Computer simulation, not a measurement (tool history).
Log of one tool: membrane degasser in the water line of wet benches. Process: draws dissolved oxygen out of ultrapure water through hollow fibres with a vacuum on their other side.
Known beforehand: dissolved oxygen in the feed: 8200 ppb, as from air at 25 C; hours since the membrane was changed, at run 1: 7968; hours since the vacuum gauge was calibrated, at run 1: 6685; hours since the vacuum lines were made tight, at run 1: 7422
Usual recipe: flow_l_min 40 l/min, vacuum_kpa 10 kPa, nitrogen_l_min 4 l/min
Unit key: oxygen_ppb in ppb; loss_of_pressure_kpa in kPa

run,hour,flow_l_min,vacuum_kpa,nitrogen_l_min,hours since the membrane was changed,hours since the vacuum gauge was calibrated,hours since the vacuum lines were made tight,oxygen_ppb,loss_of_pressure_kpa
1,0,40,10,4,7968,6685,7422,158.9,32.55
2,266.4,40,18.6,4,8234,6951,7689,352.8,32.72
# hour 295: vacuum gauge calibrated
3,441.5,40,10,4,8409,146,7863,159.6,32.49
4,627.4,40,10,4,8594,332,8049,160.5,32.46
5,805.5,40,19.9,4,8773,511,8227,377.4,32.54
6,1032.9,40,19.9,4,9000,738,8455,384.8,32.49
7,1214,40,10,3.74,9181,919,8636,171,32.47
8,1372.7,40,10,3.74,9340,1078,8795,167.8,32.47
9,1541.2,54,21.6,1.81,9508,1246,8963,1047.3,43.56
10,1722.8,29,11,7.63,9690,1428,9145,72.3,23.53
11,2005.9,29,11,7.63,9973,1711,9428,72.5,23.4
12,2321,35,22.4,3.42,10288,2026,9743,442.9,28.5
13,2575.6,27,10.8,4.4,10543,2281,9997,112.7,22.27
# hour 2758.1: seals of the vacuum lines changed
14,2818,31,6.2,4.4,10783,2521,60,51.3,25.05
15,2983.7,31,10.1,4.86,10949,2687,226,105,24.77
16,3263.5,31,10.1,4.86,11229,2967,505,106.1,25.06

Consider 4 possible next runs. They are alternatives, not a sequence: every one starts from the tool as it was left by run 16. What does each give?
A,3524.9,29,10.1,4.86,11490,3228,767,?,?
B,3524.9,31,10.1,3.02,11490,3228,767,?,?
C,3524.9,42,18,4,11490,3228,767,?,?
D,3524.9,39,6.8,2.43,11490,3228,767,?,?

run,oxygen_ppb,loss_of_pressure_kpa
A,98.6,23.55
B,163.9,24.85
C,353.8,33.98
D,132.3,31.1
Had the tool no hidden state, the same runs would have come out as:
run,oxygen_ppb,loss_of_pressure_kpa
A,98.5,23.53
B,163.8,24.83
C,353.7,33.95
D,132.2,31.07
